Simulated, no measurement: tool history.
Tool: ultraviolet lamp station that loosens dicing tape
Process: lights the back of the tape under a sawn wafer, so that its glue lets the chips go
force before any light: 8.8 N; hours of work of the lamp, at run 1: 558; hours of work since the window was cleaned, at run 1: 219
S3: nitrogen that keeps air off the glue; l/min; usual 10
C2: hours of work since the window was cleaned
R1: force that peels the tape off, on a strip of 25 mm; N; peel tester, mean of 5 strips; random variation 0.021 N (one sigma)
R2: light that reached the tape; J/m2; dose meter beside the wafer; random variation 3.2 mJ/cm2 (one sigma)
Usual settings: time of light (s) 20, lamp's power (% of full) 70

{"run": 1, "hour": 0.0, "time of light (s)": 20, "lamp's power (% of full)": 70, "S3": 10, "hours of work of the lamp": 558, "C2": 219, "R1": 1.674, "R2": 3820}
{"run": 2, "hour": 26.1, "time of light (s)": 20, "lamp's power (% of full)": 70, "S3": 10, "hours of work of the lamp": 577, "C2": 238, "R1": 1.7, "R2": 3760}
{"run": 3, "hour": 45.6, "time of light (s)": 20, "lamp's power (% of full)": 70, "S3": 10, "hours of work of the lamp": 592, "C2": 252, "R1": 1.686, "R2": 3750}
{"run": 4, "hour": 77.2, "time of light (s)": 20, "lamp's power (% of full)": 70, "S3": 10, "hours of work of the lamp": 615, "C2": 276, "R1": 1.726, "R2": 3750}
{"run": 5, "hour": 109.0, "time of light (s)": 20, "lamp's power (% of full)": 70, "S3": 10, "hours of work of the lamp": 638, "C2": 299, "R1": 1.807, "R2": 3640}
{"run": 6, "hour": 142.4, "time of light (s)": 20, "lamp's power (% of full)": 70, "S3": 10, "hours of work of the lamp": 663, "C2": 324, "R1": 1.844, "R2": 3640}
{"run": 7, "hour": 158.9, "time of light (s)": 20, "lamp's power (% of full)": 87, "S3": 6, "hours of work of the lamp": 675, "C2": 336, "R1": 1.808, "R2": 4510}
{"run": 8, "hour": 180.9, "time of light (s)": 12, "lamp's power (% of full)": 79, "S3": 10, "hours of work of the lamp": 691, "C2": 352, "R1": 3.203, "R2": 2420}
{"run": 9, "hour": 204.3, "time of light (s)": 12, "lamp's power (% of full)": 79, "S3": 10, "hours of work of the lamp": 708, "C2": 369, "R1": 3.076, "R2": 2420}

Forecast run 10:
{"run": 10, "hour": 236.9, "time of light (s)": 34, "lamp's power (% of full)": 75, "S3": 15, "hours of work of the lamp": 732, "C2": 393, "R1": "?", "R2": "?"}

Run 10 gave R1 0.432 N, R2 6350 J/m2.
Without the tool's hidden state the same run would have given R1 0.17 N, R2 9260 J/m2.
